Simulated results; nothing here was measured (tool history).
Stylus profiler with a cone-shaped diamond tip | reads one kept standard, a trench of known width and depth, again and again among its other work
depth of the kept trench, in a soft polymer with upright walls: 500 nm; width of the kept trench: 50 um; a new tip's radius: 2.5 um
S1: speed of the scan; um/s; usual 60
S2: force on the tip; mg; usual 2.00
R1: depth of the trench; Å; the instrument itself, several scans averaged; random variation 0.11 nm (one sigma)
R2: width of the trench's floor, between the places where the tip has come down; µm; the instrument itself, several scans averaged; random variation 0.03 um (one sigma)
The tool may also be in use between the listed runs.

run	hour	S1	S2	R1	R2
1	0.0	60	2.00	5089.9	45.42
2	44.3	60	2.00	5087.4	45.40
3	72.1	38	2.00	5085.5	45.42
# hour 85.2: height scale calibrated on a step standard
4	104.9	60	2.00	5073.7	45.41
5	140.4	21	2.00	5072.6	45.55
6	167.8	72	2.00	5072.7	45.34
7	200.7	60	2.00	5072.4	45.37
8	236.4	21	2.00	5074.1	45.49
9	284.1	21	2.00	5074.6	45.49
10	345.3	21	2.00	5074.6	45.39
11	404.8	21	2.00	5074.4	45.39
12	442.8	21	2.00	5073.6	45.40
13	497.4	21	2.00	5075.0	45.33
14	539.0	82	2.00	5075.2	45.09
15	583.6	152	2.27	5081.2	44.84
16	643.3	229	0.74	5040.2	43.83
17	701.2	62	2.84	5093.8	45.08
18	740.2	29	3.80	5115.4	45.26
19	799.0	29	3.80	5115.9	45.20
20	835.3	41	5.12	5138.7	45.20
21	898.2	25	2.48	5087.7	45.13
22	944.2	95	2.17	5082.1	44.79
23	974.5	95	2.17	5081.6	44.85
24	1019.6	95	2.17	5081.0	44.81
25	1060.8	95	0.92	5047.7	44.60
26	1105.8	29	2.00	5077.9	45.06
27	1165.2	29	5.47	5147.4	45.07

Forecast each of these 4 alternatives for the next run:
A	1209.2	60	0.73	?	?
B	1209.2	131	2.39	?	?
C	1209.2	47	2.00	?	?
D	1209.2	94	3.31	?	?

run	R1	R2
A	5043.8	44.71
B	5088.0	44.61
C	5077.5	44.89
D	5107.0	44.82
Without the tool's hidden state the same runs would have given:
run	R1	R2
A	5038.0	46.58
B	5082.0	46.49
C	5071.5	46.77
D	5101.0	46.69
